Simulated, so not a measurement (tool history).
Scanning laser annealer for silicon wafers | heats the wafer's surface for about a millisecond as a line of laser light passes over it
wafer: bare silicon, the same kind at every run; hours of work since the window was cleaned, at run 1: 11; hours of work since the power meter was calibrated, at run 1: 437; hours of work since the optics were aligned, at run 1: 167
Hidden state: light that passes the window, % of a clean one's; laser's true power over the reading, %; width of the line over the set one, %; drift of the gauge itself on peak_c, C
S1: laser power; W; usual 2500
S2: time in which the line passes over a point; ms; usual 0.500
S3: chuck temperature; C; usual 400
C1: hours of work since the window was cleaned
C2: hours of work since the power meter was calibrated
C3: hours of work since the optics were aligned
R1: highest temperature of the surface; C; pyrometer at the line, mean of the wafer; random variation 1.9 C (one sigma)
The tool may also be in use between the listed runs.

run   hour    S1     S2   S3   C1   C2   C3    R1
  1    0.0  2500  0.500  400   11  437  167  1146
  2   36.9  2500  0.500  400   31  457  187  1142
  3   67.2  2500  0.500  400   48  473  203  1141
  4   85.1  2500  0.500  400   58  483  213  1141
  5  123.6  2500  0.500  400   79  504  234  1136
  6  154.9  2500  0.360  400   96  521  251  1043
  7  182.7  2500  0.500  432  111  536  266  1165
  8  213.2  2500  0.500  432  127  553  283  1162
  9  238.4  2500  0.500  432  141  566  297  1163
 10  265.8  2500  0.500  432  156  581  312  1158
 11  298.7  2500  0.500  376  174  599  330  1104
 12  321.1  2500  0.500  376  186  611  342  1099
 13  352.8  2500  0.500  400  203  629  359  1124
 14  379.0  2500  0.500  400  218  643  373  1121
 15  404.4  2500  0.500  400  231  657  387  1120
 16  444.8  2500  0.500  400  253  679  409  1119
 17  476.5  2500  0.500  400  271  696  426  1117
 18  518.8  2500  0.398  400  294  719  449  1045
 19  542.0  2500  0.398  400  306  732  462  1042
 20  570.4  2500  0.398  400  322  747  478  1044
 21  607.0  2608  0.415  406  342  767  497  1088
 22  646.2  2305  0.500  400  363  788  519  1047
 23  664.3  2726  0.500  374  373  798  529  1144
 24  693.3  2500  0.525  392  389  814  544  1108

Forecast run 25:
 25  735.8  2500  0.452  400  412  837  568   ?

{"run 25": {"R1": 1070}}
Without the tool's hidden state the same run would have given R1 1122 C.
